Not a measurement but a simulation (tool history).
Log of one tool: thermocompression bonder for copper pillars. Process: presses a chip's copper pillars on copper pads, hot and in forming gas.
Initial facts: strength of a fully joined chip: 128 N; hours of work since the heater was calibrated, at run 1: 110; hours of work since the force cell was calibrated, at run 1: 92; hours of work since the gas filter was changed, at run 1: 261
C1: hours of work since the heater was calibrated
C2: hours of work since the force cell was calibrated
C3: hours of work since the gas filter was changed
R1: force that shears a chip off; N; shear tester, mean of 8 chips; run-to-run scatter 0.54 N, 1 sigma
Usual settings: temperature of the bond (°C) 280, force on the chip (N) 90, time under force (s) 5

Run 1, hour 0: usual settings; C1 110; C2 92; C3 261. Result: R1 92.8 N.
Run 2, hour 17.3: usual settings; C1 118; C2 100; C3 269. Result: R1 92.9 N.
Run 3, hour 29.6: usual settings; C1 124; C2 105; C3 275. Result: R1 93.5 N.
Run 4, hour 46.8: usual settings; C1 132; C2 113; C3 283. Result: R1 93.3 N.
Run 5, hour 61.5: usual settings but time under force (s) 8; C1 139; C2 120; C3 290. Result: R1 102.9 N.
Run 6, hour 76.1: usual settings but force on the chip (N) 115, time under force (s) 8; C1 145; C2 127; C3 297. Result: R1 111.7 N.
Run 7, hour 99.1: usual settings but temperature of the bond (°C) 279; C1 156; C2 138; C3 307. Result: R1 92.5 N.
Run 8, hour 116.7: usual settings but temperature of the bond (°C) 279; C1 164; C2 146; C3 315. Result: R1 91.8 N.
Run 9, hour 138.7: usual settings but temperature of the bond (°C) 279; C1 175; C2 156; C3 326. Result: R1 91.3 N.
Run 10, hour 152.6: usual settings but temperature of the bond (°C) 279, time under force (s) 3; C1 181; C2 163; C3 332. Result: R1 80.1 N.
Run 11, hour 163.6: usual settings but temperature of the bond (°C) 290, force on the chip (N) 65, time under force (s) 9; C1 186; C2 168; C3 337. Result: R1 97.3 N.
Run 12, hour 189.8: usual settings but temperature of the bond (°C) 252, time under force (s) 11; C1 198; C2 180; C3 349. Result: R1 86.5 N.
Run 13, hour 204.8: usual settings but temperature of the bond (°C) 285, force on the chip (N) 95, time under force (s) 12; C1 205; C2 187; C3 356. Result: R1 114.6 N.
Run 14, hour 231.8: usual settings but temperature of the bond (°C) 285, force on the chip (N) 95, time under force (s) 12; C1 218; C2 199; C3 369. Result: R1 113.6 N.
Run 15, hour 249.8: usual settings but temperature of the bond (°C) 285, force on the chip (N) 95, time under force (s) 12; C1 226; C2 208; C3 377. Result: R1 113.1 N.

Forecast each of these 3 alternatives for the next run:
Run A, hour 270.5: usual settings but temperature of the bond (°C) 257, force on the chip (N) 70, time under force (s) 7; C1 236; C2 217; C3 387. Result: R1 ?.
Run B, hour 270.5: usual settings but temperature of the bond (°C) 293, force on the chip (N) 95, time under force (s) 8; C1 236; C2 217; C3 387. Result: R1 ?.
Run C, hour 270.5: usual settings but force on the chip (N) 95, time under force (s) 7; C1 236; C2 217; C3 387. Result: R1 ?.

run     R1
  A   67.6
  B  111.2
  C    102
Take away the tool's hidden state, keep each run's random variation, and the runs would have read:
run     R1
  A   69.9
  B  114.6
  C  105.2
